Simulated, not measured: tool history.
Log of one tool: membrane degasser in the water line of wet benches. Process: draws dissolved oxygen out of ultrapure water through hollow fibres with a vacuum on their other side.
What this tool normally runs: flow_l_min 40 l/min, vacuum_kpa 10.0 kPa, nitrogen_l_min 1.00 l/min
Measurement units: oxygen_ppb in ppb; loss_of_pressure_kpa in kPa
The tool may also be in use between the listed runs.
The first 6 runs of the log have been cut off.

run,hour,flow_l_min,vacuum_kpa,nitrogen_l_min,hours since the membrane was changed,hours since the vacuum gauge was calibrated,hours since the vacuum lines were made tight,oxygen_ppb,loss_of_pressure_kpa
7,890.4,40,10.0,1.00,6153,2994,3276,622.1,50.31
8,1044.6,40,10.0,1.00,6307,3148,3431,623.3,50.39
9,1257.0,40,10.0,1.00,6519,3360,3643,625.1,50.60
10,1385.2,52,10.0,1.00,6648,3489,3771,794.7,65.63
11,1582.5,40,10.0,1.00,6845,3686,3968,621.9,50.55
12,1688.8,40,10.0,1.00,6951,3792,4075,622.7,50.24
13,1873.6,48,10.0,1.00,7136,3977,4260,736.8,60.61
14,1970.1,28,10.0,1.00,7232,4073,4356,447.7,35.58
15,2144.0,35,10.0,1.00,7406,4247,4530,554.3,44.10
16,2335.7,40,10.0,1.00,7598,4439,4722,627.7,50.48
17,2496.3,40,10.0,1.00,7759,4600,4882,626.9,50.90
18,2700.9,40,22.1,1.00,7963,4804,5087,1407.3,50.55
19,2896.3,45,22.1,1.04,8159,5000,5282,1502.0,57.15
20,2987.2,45,22.1,1.04,8250,5091,5373,1501.5,57.10
21,3094.6,45,22.1,1.04,8357,5198,5481,1504.8,56.96
22,3293.1,58,12.4,0.68,8555,5396,5679,1333.9,73.97
23,3436.7,37,10.0,1.47,8699,5540,5823,456.9,46.91
24,3565.0,45,10.0,1.47,8827,5668,5951,559.7,57.16
25,3667.7,33,10.0,0.44,8930,5771,6054,894.3,41.81
26,3889.1,25,6.1,0.44,9151,5992,6275,352.0,31.56
27,4037.1,27,9.3,1.20,9299,6140,6423,348.6,34.11
28,4211.7,28,13.8,0.75,9474,6315,6598,803.9,35.70
29,4420.5,28,13.8,0.75,9683,6524,6807,809.6,35.91
30,4552.6,34,6.3,1.61,9815,6656,6939,236.1,43.43
31,4675.8,49,10.0,0.92,9938,6779,7062,797.1,62.46

Alternative continuations, all from the tool just after run 31; predict every row:
A,4770.2,26,8.1,1.65,10033,6873,7156,?,?
B,4770.2,49,22.9,0.92,10033,6873,7156,?,?
C,4770.2,31,10.0,0.61,10033,6873,7156,?,?
D,4770.2,40,10.0,1.72,10033,6873,7156,?,?

run,oxygen_ppb,loss_of_pressure_kpa
A,228.0,33.24
B,1788.2,62.42
C,699.7,39.54
D,454.0,51.07
Without the tool's hidden state the same runs would have given:
run,oxygen_ppb,loss_of_pressure_kpa
A,212.3,32.04
B,1760.7,60.16
C,675.2,38.11
D,428.4,49.22
